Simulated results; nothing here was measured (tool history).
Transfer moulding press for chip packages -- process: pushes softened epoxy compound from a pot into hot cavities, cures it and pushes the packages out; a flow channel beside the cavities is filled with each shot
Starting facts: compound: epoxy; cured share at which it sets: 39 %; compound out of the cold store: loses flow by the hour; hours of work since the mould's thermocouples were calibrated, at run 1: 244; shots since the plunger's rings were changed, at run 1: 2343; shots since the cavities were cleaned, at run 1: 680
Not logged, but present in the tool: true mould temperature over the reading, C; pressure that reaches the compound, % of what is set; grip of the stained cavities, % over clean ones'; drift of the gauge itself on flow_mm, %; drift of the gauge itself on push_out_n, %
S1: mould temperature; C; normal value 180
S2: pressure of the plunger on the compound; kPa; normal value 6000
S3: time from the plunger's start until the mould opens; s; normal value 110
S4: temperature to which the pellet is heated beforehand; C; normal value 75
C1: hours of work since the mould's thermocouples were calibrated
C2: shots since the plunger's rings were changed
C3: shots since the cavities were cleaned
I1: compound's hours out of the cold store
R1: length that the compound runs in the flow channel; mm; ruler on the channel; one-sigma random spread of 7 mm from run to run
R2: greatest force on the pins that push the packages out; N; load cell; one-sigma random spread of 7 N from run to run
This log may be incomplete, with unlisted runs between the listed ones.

Run 1, hour 0.0: usual settings; C1 244; C2 2343; C3 680; I1 8.8. Result: R1 882 mm, R2 578 N.
Run 2, hour 5.5: usual settings; C1 248; C2 2408; C3 745; I1 27.7. Result: R1 801 mm, R2 546 N.
At hour 11.6: cavities cleaned with cleaning compound and waxed.
Run 3, hour 13.6: usual settings but S4 84 C; C1 253; C2 2487; C3 24; I1 34.1. Result: R1 779 mm, R2 326 N.
Run 4, hour 25.2: usual settings but S4 84 C; C1 261; C2 2625; C3 162; I1 24.7. Result: R1 797 mm, R2 380 N.
Run 5, hour 37.8: usual settings; C1 270; C2 2775; C3 312; I1 32.7. Result: R1 771 mm, R2 432 N.
Run 6, hour 49.3: usual settings; C1 278; C2 2912; C3 449; I1 28.5. Result: R1 786 mm, R2 491 N.
Run 7, hour 56.5: usual settings; C1 284; C2 2998; C3 535; I1 24.5. Result: R1 812 mm, R2 502 N.
Run 8, hour 63.8: usual settings but S4 82 C; C1 289; C2 3085; C3 622; I1 32.4. Result: R1 773 mm, R2 500 N.
Run 9, hour 70.5: usual settings but S4 82 C; C1 294; C2 3165; C3 702; I1 22.1. Result: R1 828 mm, R2 534 N.
At hour 80.4: cavities cleaned with cleaning compound and waxed.
Run 10, hour 81.2: usual settings but S4 69 C; C1 300; C2 3275; C3 11; I1 37.6. Result: R1 754 mm, R2 328 N.
Run 11, hour 92.0: usual settings but S4 69 C; C1 308; C2 3403; C3 139; I1 16.4. Result: R1 825 mm, R2 411 N.
Run 12, hour 103.3: usual settings but S4 69 C; C1 316; C2 3538; C3 274; I1 32.6. Result: R1 773 mm, R2 424 N.
Run 13, hour 111.7: usual settings; C1 322; C2 3637; C3 373; I1 9.8. Result: R1 843 mm, R2 493 N.
Run 14, hour 123.6: usual settings but S1 183 C; C1 331; C2 3778; C3 514; I1 25.7. Result: R1 778 mm, R2 437 N.
Run 15, hour 135.6: usual settings but S1 177 C, S2 6170 kPa, S3 100 s; C1 340; C2 3922; C3 658; I1 44.5. Result: R1 748 mm, R2 729 N.
Run 16, hour 142.9: usual settings but S1 177 C, S2 6170 kPa, S3 100 s; C1 345; C2 4009; C3 745; I1 21.4. Result: R1 828 mm, R2 867 N.
At hour 146.2: plunger's sealing rings changed.
At hour 151.9: cavities cleaned with cleaning compound and waxed.
Run 17, hour 154.9: usual settings but S1 177 C, S2 6170 kPa, S3 100 s; C1 351; C2 86; C3 36; I1 20.1. Result: R1 906 mm, R2 523 N.
Run 18, hour 163.1: usual settings but S1 174 C, S2 7190 kPa, S3 100 s; C1 357; C2 184; C3 134; I1 12.9. Result: R1 1017 mm, R2 760 N.
Run 19, hour 176.2: usual settings but S1 176 C, S2 7190 kPa, S3 121 s, S4 70 C; C1 366; C2 339; C3 289; I1 17.6. Result: R1 991 mm, R2 514 N.
Run 20, hour 183.2: usual settings but S1 176 C, S2 7190 kPa, S3 121 s, S4 70 C; C1 371; C2 423; C3 373; I1 30.2. Result: R1 916 mm, R2 541 N.
Run 21, hour 196.2: usual settings but S1 176 C, S2 7190 kPa, S3 121 s, S4 70 C; C1 380; C2 577; C3 527; I1 23.7. Result: R1 939 mm, R2 578 N.
Run 22, hour 206.1: usual settings but S1 187 C, S2 5840 kPa, S3 148 s, S4 72 C; C1 388; C2 695; C3 645; I1 18.8. Result: R1 817 mm, R2 390 N.
At hour 209.2: mould's thermocouples calibrated.
Run 23, hour 213.7: usual settings but S3 108 s, S4 73 C; C1 3; C2 762; C3 712; I1 46.5. Result: R1 776 mm, R2 537 N.
At hour 222.3: cavities cleaned with cleaning compound and waxed.
Run 24, hour 226.5: usual settings but S3 141 s; C1 11; C2 896; C3 50; I1 14.9. Result: R1 873 mm, R2 266 N.
Run 25, hour 237.4: usual settings but S3 141 s; C1 19; C2 1026; C3 180; I1 40.5. Result: R1 780 mm, R2 312 N.
Run 26, hour 245.9: usual settings but S1 187 C, S3 133 s, S4 71 C; C1 25; C2 1127; C3 281; I1 10.4. Result: R1 857 mm, R2 321 N.
Run 27, hour 255.1: usual settings but S1 179 C; C1 32; C2 1237; C3 391; I1 22.2. Result: R1 846 mm, R2 481 N.

3 ways to go on from here, each from the tool as it stands after run 27. What would each give?
Run A, hour 266.5: usual settings but S1 187 C, S2 7110 kPa; C1 40; C2 1373; C3 527; I1 9.8. Result: R1 ?, R2 ?.
Run B, hour 266.5: usual settings but S4 74 C; C1 40; C2 1373; C3 527; I1 34.4. Result: R1 ?, R2 ?.
Run C, hour 266.5: usual settings but S1 179 C, S2 5920 kPa, S3 136 s, S4 79 C; C1 40; C2 1373; C3 527; I1 11.8. Result: R1 ?, R2 ?.

run   R1   R2
  A  931  384
  B  797  462
  C  884  402
With no hidden state in the tool, these same runs would have given:
run   R1   R2
  A  957  237
  B  819  284
  C  908  250
